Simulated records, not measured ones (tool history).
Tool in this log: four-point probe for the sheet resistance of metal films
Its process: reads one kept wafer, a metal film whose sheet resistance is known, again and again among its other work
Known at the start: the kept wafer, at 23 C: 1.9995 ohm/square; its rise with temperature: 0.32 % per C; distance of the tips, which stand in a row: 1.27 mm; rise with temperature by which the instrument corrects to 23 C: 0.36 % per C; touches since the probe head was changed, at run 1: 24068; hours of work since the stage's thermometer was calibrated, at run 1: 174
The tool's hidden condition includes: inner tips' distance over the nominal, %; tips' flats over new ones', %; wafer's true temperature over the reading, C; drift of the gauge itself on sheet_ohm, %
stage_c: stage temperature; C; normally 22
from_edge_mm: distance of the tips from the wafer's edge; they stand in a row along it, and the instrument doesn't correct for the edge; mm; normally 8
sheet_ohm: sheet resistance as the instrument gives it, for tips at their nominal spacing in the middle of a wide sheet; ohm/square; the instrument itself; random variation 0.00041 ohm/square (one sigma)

run,hour,stage_c,from_edge_mm,touches since the probe head was changed,hours of work since the stage's thermometer was calibrated,sheet_ohm
1,0.0,22,8,24068,174,2.045572
2,58.3,22,5,24566,198,2.086755
3,101.5,22,8,24934,215,2.045348
4,142.2,22,22,25282,232,2.021797
5,215.4,22,22,25906,262,2.022311
6,263.9,22,8,26320,281,2.045545
7,331.8,22,8,26900,309,2.045576
8,410.7,22,8,27573,341,2.045107
9,446.5,22,8,27878,356,2.045232
10,493.2,22,8,28277,375,2.045779
11,534.2,22,8,28627,392,2.045170
12,583.0,22,8,29043,412,2.045489
13,653.6,26,15,29646,440,2.022723
14,706.5,22,37,30097,462,2.019169
15,761.7,19,56,30569,484,2.021777
16,818.0,30,8,31049,507,2.038431
17,875.3,30,8,31538,531,2.038201
18,950.0,30,8,32176,561,2.038916
19,1004.5,20,39,32640,583,2.021679
20,1060.0,30,53,33114,606,2.012148
21,1125.5,19,7,33673,633,2.056649
22,1183.4,21,52,34167,656,2.020592

How would selected steps in sheet_ohm from run to run divide? Give the signed amount a tool lacking its hidden state would still show from settings, what came in and random variation, and the signed amount left for the hidden state, including any gauge scatter that is not in both of the compared results.
Run 2 -> 3: from_edge_mm 5 -> 8. sheet_ohm -0.041407 ohm/square: hidden state -0.000344, all else -0.041063.
Run 20 -> 21: stage_c 30 -> 19, from_edge_mm 53 -> 7. sheet_ohm +0.044501 ohm/square: hidden state +0.000342, all else +0.044159.
